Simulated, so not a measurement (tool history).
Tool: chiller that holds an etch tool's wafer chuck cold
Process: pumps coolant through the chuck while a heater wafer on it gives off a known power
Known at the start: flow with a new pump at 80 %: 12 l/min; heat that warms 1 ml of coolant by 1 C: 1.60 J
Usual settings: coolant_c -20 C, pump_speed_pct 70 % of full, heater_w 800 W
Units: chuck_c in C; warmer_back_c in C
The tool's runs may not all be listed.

run,hour,coolant_c,pump_speed_pct,heater_w,chuck_c,warmer_back_c
1,0.0,-20,70,800,-11.5,2.95
2,107.5,-27,70,800,-18.7,2.94
3,191.7,-17,70,800,-8.5,2.93
4,288.4,-17,92,800,-10.3,2.17
5,384.0,-17,92,800,-10.3,2.19
6,500.9,-17,92,800,-10.3,2.24
7,552.2,-17,89,906,-9.2,2.64
8,604.1,-15,72,607,-8.7,2.18
9,675.7,-15,72,607,-8.5,2.20
10,761.5,-15,72,607,-8.6,2.25

Not shown: 1 entry that the log had between the listed runs. Between which runs, and how does the tool's hidden state differ before and after?
Between runs 5 and 6: coolant pump overhauled (hour 398.1)
  heat passed by the chuck's channels, % of clean ones': 94.2 -> 94; flow at a given pump speed, % of a new pump's: 97.5 -> 95.9; coolant's true temperature over the reading, C: 0.02 -> 0.03
  measured less the result without the state, chuck_c: +0.4 -> +0.5 C; warmer_back_c: +0.06 -> +0.09 C
